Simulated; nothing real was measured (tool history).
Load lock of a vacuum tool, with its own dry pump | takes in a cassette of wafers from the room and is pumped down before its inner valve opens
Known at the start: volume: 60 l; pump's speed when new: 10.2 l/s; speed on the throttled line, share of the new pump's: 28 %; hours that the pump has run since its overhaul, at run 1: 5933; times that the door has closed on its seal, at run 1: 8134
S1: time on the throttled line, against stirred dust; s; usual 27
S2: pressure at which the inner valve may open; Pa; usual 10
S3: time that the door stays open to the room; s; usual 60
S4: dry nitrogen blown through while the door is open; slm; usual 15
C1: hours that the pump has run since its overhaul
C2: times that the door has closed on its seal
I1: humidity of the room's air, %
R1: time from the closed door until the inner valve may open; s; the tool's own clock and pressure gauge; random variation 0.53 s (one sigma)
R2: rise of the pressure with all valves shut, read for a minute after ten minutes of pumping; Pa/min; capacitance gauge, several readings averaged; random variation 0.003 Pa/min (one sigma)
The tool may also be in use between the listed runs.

run	hour	S1	S2	S3	S4	C1	C2	I1	R1	R2
1	0.0	27	10	60	15	5933	8134	46.0	78.1	0.057
2	332.2	21	10	60	15	6266	9131	41.8	73.1	0.060
3	790.6	27	8	60	15	6724	10508	40.3	79.4	0.070
4	1255.3	27	10	44	15	7189	11902	47.4	78.4	0.073
5	1863.2	27	10	44	15	7797	13727	47.7	78.3	0.080
6	2332.7	27	10	44	15	8266	15136	48.6	78.5	0.097
7	2918.1	27	10	136	15	8851	16894	47.1	78.7	0.123
8	3426.8	27	10	136	15	9360	18421	45.7	80.5	0.133
9	4096.2	27	10	136	15	10030	20430	44.2	80.3	0.140
10	4451.8	27	10	136	15	10385	21498	47.5	80.0	0.153
11	4929.4	27	10	136	15	10863	22931	44.1	81.1	0.156
12	5456.4	27	10	136	15	11390	24513	44.5	80.1	0.170
13	6036.3	27	10	60	15	11970	26254	45.4	81.6	0.167
# hour 6324.2: dry pump taken out, an overhauled one fitted
14	6360.1	27	10	60	15	36	27208	45.4	71.8	0.178
15	6946.8	16	10	60	15	623	28969	48.0	64.9	0.191
16	7560.9	16	10	60	15	1237	30813	47.7	65.9	0.203
17	8009.7	16	10	60	15	1686	32160	45.5	66.0	0.211
18	8390.4	16	10	60	15	2066	33302	44.3	66.0	0.225
19	8741.5	42	17	84	15	2417	34356	43.2	81.0	0.235
20	9188.0	42	13	84	15	2864	35697	46.6	83.5	0.255
21	9872.4	42	13	84	15	3548	37751	41.0	84.8	0.270
22	10451.8	42	13	84	15	4128	39490	39.2	84.5	0.289
23	11115.5	32	13	60	15	4791	41483	43.3	78.7	0.307
24	11777.9	19	10	60	39	5454	43471	43.6	71.4	0.320
25	12136.6	21	10	93	5	5812	44548	44.9	71.1	0.358
26	12611.5	17	10	60	20	6287	45973	43.3	69.3	0.350
27	13120.9	17	10	60	20	6797	47502	45.2	69.4	0.373

Run 28 comes next. What will it give?
28	13610.6	27	10	56	15	7286	48972	44.8	?	?

Run 28 gave R1 76.3 s, R2 0.385 Pa/min.
Without the tool's hidden state the same run would have given R1 73.1 s, R2 0.023 Pa/min.
